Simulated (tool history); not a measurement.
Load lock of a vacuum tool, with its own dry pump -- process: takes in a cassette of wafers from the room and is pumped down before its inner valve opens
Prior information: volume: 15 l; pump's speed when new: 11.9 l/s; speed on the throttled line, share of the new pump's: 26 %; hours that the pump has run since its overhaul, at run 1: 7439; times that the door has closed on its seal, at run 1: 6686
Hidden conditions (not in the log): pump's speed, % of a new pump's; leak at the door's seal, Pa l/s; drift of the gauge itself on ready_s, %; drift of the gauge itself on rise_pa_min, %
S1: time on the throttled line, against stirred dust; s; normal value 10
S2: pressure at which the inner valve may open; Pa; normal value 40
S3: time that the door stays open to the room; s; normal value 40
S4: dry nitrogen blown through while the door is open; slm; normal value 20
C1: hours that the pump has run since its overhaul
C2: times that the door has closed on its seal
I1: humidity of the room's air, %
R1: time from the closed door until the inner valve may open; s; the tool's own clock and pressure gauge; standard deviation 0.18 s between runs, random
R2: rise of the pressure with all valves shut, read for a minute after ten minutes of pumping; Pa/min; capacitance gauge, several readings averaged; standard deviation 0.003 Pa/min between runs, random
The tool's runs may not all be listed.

run,hour,S1,S2,S3,S4,C1,C2,I1,R1,R2
1,0,10,40,40,20,7439,6686,44.3,17.9,0.046
2,50.5,10,40,40,20,7489,6785,48.6,18,0.046
3,92.4,10,40,40,20,7531,6867,40.8,18.1,0.051
4,154.9,10,40,40,20,7594,6989,42.3,18.1,0.049
5,198.9,10,40,40,20,7638,7075,40.2,18,0.051
6,280.4,10,40,40,20,7719,7234,45.6,18.2,0.054
7,322.7,10,40,40,20,7762,7317,45,18.2,0.054
8,413.4,10,40,40,4,7852,7494,46,18.2,0.078
9,488.6,10,40,40,20,7928,7640,44.5,18.6,0.056
10,555,10,40,40,20,7994,7770,48.5,18.3,0.06
11,604,10,40,40,20,8043,7866,43,17.9,0.053
12,644.4,10,40,59,20,8083,7945,48.7,18.4,0.061
13,730.4,10,40,40,20,8169,8112,47.7,18.5,0.059
14,772.8,10,32,40,20,8212,8195,43.6,18.7,0.055
15,836.2,10,69,28,10,8275,8319,45.1,17.4,0.06
16,888.6,10,46,40,19,8327,8421,45.6,18.2,0.056
17,938,18,46,40,19,8377,8518,45.1,23.6,0.056
18,1023.6,9,36,40,19,8462,8685,44.9,17.4,0.064
19,1061.7,10,40,40,12,8501,8759,46.5,18.2,0.067
20,1108.3,9,56,72,9,8547,8850,46.8,17.4,0.092
21,1186,9,45,72,9,8625,9002,42.1,17.3,0.079
22,1277,9,45,72,9,8716,9180,49,17.5,0.094

Expected results for the next run?
23,1337.4,17,48,44,34,8776,9298,43.8,?,?

R1: 23 s
R2: 0.047 Pa/min
With the hidden condition absent and the run-to-run variation left alone, this run would have shown R1 22.4 s, R2 0.019 Pa/min.

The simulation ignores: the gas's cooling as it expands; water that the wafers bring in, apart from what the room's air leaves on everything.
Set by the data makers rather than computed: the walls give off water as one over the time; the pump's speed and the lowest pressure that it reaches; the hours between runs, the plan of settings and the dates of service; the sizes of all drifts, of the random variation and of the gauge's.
